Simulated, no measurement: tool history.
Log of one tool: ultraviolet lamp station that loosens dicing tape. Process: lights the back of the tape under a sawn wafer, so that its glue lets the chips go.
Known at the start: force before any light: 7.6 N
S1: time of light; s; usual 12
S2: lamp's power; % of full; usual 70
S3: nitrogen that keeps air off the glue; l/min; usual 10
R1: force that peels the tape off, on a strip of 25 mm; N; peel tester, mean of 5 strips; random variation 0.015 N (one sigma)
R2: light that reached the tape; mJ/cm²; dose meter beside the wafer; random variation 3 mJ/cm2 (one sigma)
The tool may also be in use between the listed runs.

run   hour  S1  S2  S3     R1   R2
  1    0.0  12  70  10  1.119  347
  2   24.2  12  70  10  1.104  342
  3   40.1  12  70  10  1.135  346
  4   63.6  12  70  10  1.141  337
  5   86.7  12  70  10  1.158  335
  6  115.4  12  86  10  0.830  403
     130.3  -- window cleaned of glue's vapour
  7  148.8  12  86  10  0.958  378
  8  177.0  12  81  10  1.050  354
  9  212.3  12  70  10  1.429  305
 10  228.1  21  70  10  0.496  519
 11  253.7  21  70  10  0.496  518
 12  271.8  21  70  10  0.516  507
 13  309.6  21  70  10  0.525  503
     316.9  -- window cleaned of glue's vapour, once more
 14  327.6  21  70  10  0.347  599
 15  345.4  21  70  10  0.373  602
 16  363.7  10  62  18  1.355  255
 17  388.5  12  78   9  1.036  378
 18  423.1  11  60   9  1.859  262
 19  458.5  13  65   7  1.473  328
 20  478.4  13  65   7  1.529  327
 21  507.7  20  76   6  0.587  584
 22  531.8  20  62  11  0.545  469
 23  559.4  14  80   9  0.844  420
 24  581.6  18  66  10  0.689  445
     609.6  -- window cleaned of glue's vapour
 25  613.0  14  66  10  0.993  366
 26  642.8  14  66  10  1.019  361
 27  674.3  10  66   3  3.135  251
 28  704.2  15  93   6  0.717  530
 29  730.5  15  93   3  1.214  525
 30  765.4  15  93   3  1.309  518

5 ways to go on from here, each from the tool as it stands after run 30. What would each give?
  A  784.3  16  93   3   ?   ?
  B  784.3  12  93   3   ?   ?
  C  784.3  23  64  14   ?   ?
  D  784.3  19  69   6   ?   ?
  E  784.3  11  76   7   ?   ?

run     R1   R2
  A  1.166  546
  B  1.849  409
  C  0.345  542
  D  0.909  479
  E  1.634  303
Without the tool's hidden state the same runs would have given:
run     R1   R2
  A  0.576  787
  B  1.029  589
  C  0.185  781
  D  0.432  690
  E  0.891  437
